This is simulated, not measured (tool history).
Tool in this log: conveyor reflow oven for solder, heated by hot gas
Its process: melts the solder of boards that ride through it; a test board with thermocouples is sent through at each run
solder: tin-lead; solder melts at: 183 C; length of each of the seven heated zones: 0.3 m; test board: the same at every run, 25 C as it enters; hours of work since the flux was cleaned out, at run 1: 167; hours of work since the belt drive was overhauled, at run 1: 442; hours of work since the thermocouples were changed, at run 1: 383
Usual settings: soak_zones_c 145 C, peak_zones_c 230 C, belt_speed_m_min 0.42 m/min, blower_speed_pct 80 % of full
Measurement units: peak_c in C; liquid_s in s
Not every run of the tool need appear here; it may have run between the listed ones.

run   hour  soak_zones_c  peak_zones_c  belt_speed_m_min  blower_speed_pct  hours of work since the flux was cleaned out  hours of work since the belt drive was overhauled  hours of work since the thermocouples were changed  peak_c  liquid_s
  1      0           145           230              0.42                80                                           167                                                442                                                 383  216.53      67.4
  2   10.9           145           230              0.42                80                                           176                                                450                                                 391   216.6      67.6
  3   26.1           145           230              0.42                80                                           187                                                462                                                 403  216.46      67.3
  4   48.6           145           230              0.42                85                                           205                                                479                                                 421  217.14      68.5
  5   71.9           145           230              0.42                80                                           223                                                497                                                 439  216.37      67.2
  6   89.1           145           230              0.42                80                                           236                                                510                                                 452  216.23      67.5
     102.5  -- flux residue cleaned out of gas plates and filters
  7  114.1           145           230              0.42                80                                             9                                                526                                                 468  215.31      66.3
  8  133.9           145           230              0.42                80                                            24                                                541                                                 483  215.25      66.2
  9  155.2           145           230              0.42                80                                            41                                                558                                                 499  214.94      66.5
 10  167.9           145           230              0.42                80                                            51                                                568                                                 509  214.94        66
 11    182           145           230              0.42                80                                            62                                                579                                                 520  214.83      65.9
 12  200.7           145           230              0.42                80                                            76                                                593                                                 535  214.98      65.5
 13  218.8           145           231              0.42                80                                            90                                                607                                                 549  215.75      66.8
     226.5  -- flux residue cleaned out of gas plates and filters, once more
 14  244.7           145           231              0.42                80                                            14                                                623                                                 565   218.9      69.8
 15  258.9           145           231              0.42                80                                            25                                                634                                                 576  218.68      70.1
 16  271.5           145           230             0.496                67                                            35                                                644                                                 586  209.98      50.1
     276.2  -- thermocouples of zones 6 and 7 changed
 17  292.2           148           241              0.42                72                                            49                                                658                                                  12  225.17      75.8
 18  311.1           148           241              0.43                72                                            64                                                673                                                  27  224.34        73
 19    334           145           230             0.352                57                                            82                                                691                                                  45  216.64      81.7
 20  346.7           145           230             0.352                57                                            92                                                701                                                  55  216.72      81.5
 21  357.6           146           229             0.352                76                                           100                                                709                                                  63   219.2      85.8
 22  374.6           153           231             0.443                76                                           113                                                722                                                  76  216.34      68.2
 23  397.2           132           230              0.42                86                                           131                                                740                                                  94  215.07      61.8
 24  407.8           132           230              0.42                86                                           139                                                748                                                 102   215.2      62.1
 25  422.9           145           230             0.426                80                                           150                                                760                                                 114  215.91      66.7
 26    447           145           230              0.36                80                                           169                                                778                                                 132  219.89      83.6
 27  460.4           145           230             0.414                80                                           180                                                789                                                 143  216.58      69.6
 28  473.2           145           230             0.414                80                                           189                                                799                                                 153  216.58      69.3
 29  491.7           153           230             0.349                80                                           204                                                813                                                 167  221.36      92.6

Hidden condition of the tool, last listed run before each entry between runs versus first listed run after:
In the gap between runs 6 and 7: flux residue cleaned out of gas plates and filters (hour 102.5)
  heat that the gas passes to the board, % of a clean oven's: 93.3 -> 88.6; belt's true speed, % of the reading: 98.81 -> 98.76; true gas temperature in zones 6 and 7 over the reading, C: 0.69 -> 0.72
  measured less the result without the state, peak_c: -0.63 -> -1.77 C; liquid_s: -0.1 -> -1.3 s
In the gap between runs 13 and 14: flux residue cleaned out of gas plates and filters, once more (hour 226.5)
  heat that the gas passes to the board, % of a clean oven's: 86.7 -> 99.3; belt's true speed, % of the reading: 98.54 -> 98.5; true gas temperature in zones 6 and 7 over the reading, C: 0.87 -> 0.9
  measured less the result without the state, peak_c: -2.11 -> +1.03 C; liquid_s: -1.5 -> +1.9 s
In the gap between runs 16 and 17: thermocouples of zones 6 and 7 changed (hour 276.2)
  heat that the gas passes to the board, % of a clean oven's: 98.7 -> 98.3; belt's true speed, % of the reading: 98.44 -> 98.41; true gas temperature in zones 6 and 7 over the reading, C: 0.94 -> -0.55
  measured less the result without the state, peak_c: +0.97 -> -0.38 C; liquid_s: +1.8 -> +1 s
